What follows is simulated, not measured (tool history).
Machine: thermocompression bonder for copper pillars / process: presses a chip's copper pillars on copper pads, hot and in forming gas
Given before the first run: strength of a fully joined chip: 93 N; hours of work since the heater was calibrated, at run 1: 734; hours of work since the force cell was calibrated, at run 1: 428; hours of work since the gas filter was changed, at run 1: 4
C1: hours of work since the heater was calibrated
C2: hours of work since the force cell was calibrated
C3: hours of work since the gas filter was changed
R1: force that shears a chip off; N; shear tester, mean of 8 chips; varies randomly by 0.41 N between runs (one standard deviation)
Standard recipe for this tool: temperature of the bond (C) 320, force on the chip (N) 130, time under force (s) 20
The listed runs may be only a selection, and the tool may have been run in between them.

run 1 hour=0 | temperature_of_the_bond_(C)=320 force_on_the_chip_(N)=130 time_under_force_(s)=20 | C1=734 C2=428 C3=4 | R1=59.7
run 2 hour=44.3 | temperature_of_the_bond_(C)=320 force_on_the_chip_(N)=96 time_under_force_(s)=20 | C1=768 C2=462 C3=38 | R1=46.7
run 3 hour=67.4 | temperature_of_the_bond_(C)=320 force_on_the_chip_(N)=130 time_under_force_(s)=16 | C1=786 C2=480 C3=56 | R1=54.3
run 4 hour=93.8 | temperature_of_the_bond_(C)=320 force_on_the_chip_(N)=130 time_under_force_(s)=16 | C1=806 C2=500 C3=76 | R1=54.5
run 5 hour=126.2 | temperature_of_the_bond_(C)=341 force_on_the_chip_(N)=130 time_under_force_(s)=20 | C1=831 C2=525 C3=101 | R1=67.9
run 6 hour=170.6 | temperature_of_the_bond_(C)=320 force_on_the_chip_(N)=130 time_under_force_(s)=20 | C1=865 C2=559 C3=135 | R1=56.6
run 7 hour=205.7 | temperature_of_the_bond_(C)=320 force_on_the_chip_(N)=130 time_under_force_(s)=20 | C1=892 C2=586 C3=162 | R1=56.9
run 8 hour=231.4 | temperature_of_the_bond_(C)=320 force_on_the_chip_(N)=130 time_under_force_(s)=20 | C1=912 C2=606 C3=182 | R1=56.9
run 9 hour=268.9 | temperature_of_the_bond_(C)=320 force_on_the_chip_(N)=130 time_under_force_(s)=20 | C1=941 C2=635 C3=211 | R1=56.8
run 10 hour=316.9 | temperature_of_the_bond_(C)=320 force_on_the_chip_(N)=130 time_under_force_(s)=20 | C1=978 C2=672 C3=248 | R1=55.9
run 11 hour=347.2 | temperature_of_the_bond_(C)=320 force_on_the_chip_(N)=130 time_under_force_(s)=20 | C1=1001 C2=695 C3=271 | R1=55.8
run 12 hour=383.8 | temperature_of_the_bond_(C)=320 force_on_the_chip_(N)=130 time_under_force_(s)=20 | C1=1029 C2=723 C3=299 | R1=55.3
run 13 hour=412.1 | temperature_of_the_bond_(C)=320 force_on_the_chip_(N)=130 time_under_force_(s)=20 | C1=1051 C2=745 C3=321 | R1=54.4
run 14 hour=454 | temperature_of_the_bond_(C)=320 force_on_the_chip_(N)=130 time_under_force_(s)=15 | C1=1083 C2=777 C3=353 | R1=50.3
run 15 hour=496.6 | temperature_of_the_bond_(C)=320 force_on_the_chip_(N)=130 time_under_force_(s)=15 | C1=1116 C2=810 C3=386 | R1=50.1
run 16 hour=536.9 | temperature_of_the_bond_(C)=320 force_on_the_chip_(N)=130 time_under_force_(s)=15 | C1=1147 C2=841 C3=417 | R1=49.7
-- hour=561.8 forming gas filter changed
run 17 hour=561.8 | temperature_of_the_bond_(C)=320 force_on_the_chip_(N)=113 time_under_force_(s)=20 | C1=1166 C2=860 C3=0 | R1=55.4
run 18 hour=583.5 | temperature_of_the_bond_(C)=320 force_on_the_chip_(N)=130 time_under_force_(s)=20 | C1=1182 C2=876 C3=17 | R1=60.3
run 19 hour=622.4 | temperature_of_the_bond_(C)=334 force_on_the_chip_(N)=130 time_under_force_(s)=20 | C1=1212 C2=906 C3=47 | R1=67.8
run 20 hour=671 | temperature_of_the_bond_(C)=347 force_on_the_chip_(N)=130 time_under_force_(s)=20 | C1=1249 C2=944 C3=84 | R1=73.3
run 21 hour=699.5 | temperature_of_the_bond_(C)=347 force_on_the_chip_(N)=130 time_under_force_(s)=20 | C1=1271 C2=965 C3=106 | R1=73.6
run 22 hour=720.8 | temperature_of_the_bond_(C)=299 force_on_the_chip_(N)=86 time_under_force_(s)=44 | C1=1288 C2=982 C3=122 | R1=44
run 23 hour=744.7 | temperature_of_the_bond_(C)=299 force_on_the_chip_(N)=131 time_under_force_(s)=44 | C1=1306 C2=1000 C3=141 | R1=60.9
run 24 hour=792.6 | temperature_of_the_bond_(C)=299 force_on_the_chip_(N)=131 time_under_force_(s)=44 | C1=1343 C2=1037 C3=177 | R1=59.6
run 25 hour=820 | temperature_of_the_bond_(C)=320 force_on_the_chip_(N)=83 time_under_force_(s)=19 | C1=1364 C2=1058 C3=199 | R1=39.9
run 26 hour=841.2 | temperature_of_the_bond_(C)=330 force_on_the_chip_(N)=181 time_under_force_(s)=19 | C1=1380 C2=1074 C3=215 | R1=73.2
run 27 hour=860.9 | temperature_of_the_bond_(C)=330 force_on_the_chip_(N)=181 time_under_force_(s)=19 | C1=1395 C2=1089 C3=230 | R1=73.4
run 28 hour=902.4 | temperature_of_the_bond_(C)=303 force_on_the_chip_(N)=184 time_under_force_(s)=38 | C1=1427 C2=1121 C3=262 | R1=70.6
run 29 hour=941 | temperature_of_the_bond_(C)=302 force_on_the_chip_(N)=84 time_under_force_(s)=20 | C1=1457 C2=1151 C3=291 | R1=32.4
run 30 hour=968.8 | temperature_of_the_bond_(C)=302 force_on_the_chip_(N)=84 time_under_force_(s)=20 | C1=1478 C2=1172 C3=313 | R1=32.2
-- hour=1008.6 heater calibrated with a thermocouple chip
run 31 hour=1017.7 | temperature_of_the_bond_(C)=326 force_on_the_chip_(N)=132 time_under_force_(s)=26 | C1=7 C2=1209 C3=349 | R1=60.7
run 32 hour=1061.4 | temperature_of_the_bond_(C)=325 force_on_the_chip_(N)=132 time_under_force_(s)=20 | C1=41 C2=1242 C3=383 | R1=55.8
run 33 hour=1101.3 | temperature_of_the_bond_(C)=325 force_on_the_chip_(N)=132 time_under_force_(s)=20 | C1=71 C2=1273 C3=413 | R1=55
run 34 hour=1126.2 | temperature_of_the_bond_(C)=348 force_on_the_chip_(N)=156 time_under_force_(s)=14 | C1=90 C2=1292 C3=432 | R1=66.9
-- hour=1131.9 forming gas filter changed
run 35 hour=1166.4 | temperature_of_the_bond_(C)=320 force_on_the_chip_(N)=158 time_under_force_(s)=18 | C1=121 C2=1322 C3=26 | R1=63.9
run 36 hour=1197.5 | temperature_of_the_bond_(C)=341 force_on_the_chip_(N)=151 time_under_force_(s)=30 | C1=145 C2=1346 C3=50 | R1=80.6

Run 37 is up next; what results do you expect?
run 37 hour=1238.6 | temperature_of_the_bond_(C)=336 force_on_the_chip_(N)=121 time_under_force_(s)=10 | C1=176 C2=1378 C3=82 | R1=?

Run 37 produced R1 51.7 N.
If the tool had no hidden condition, the same run with the same run-to-run variation would have returned R1 50.2 N.
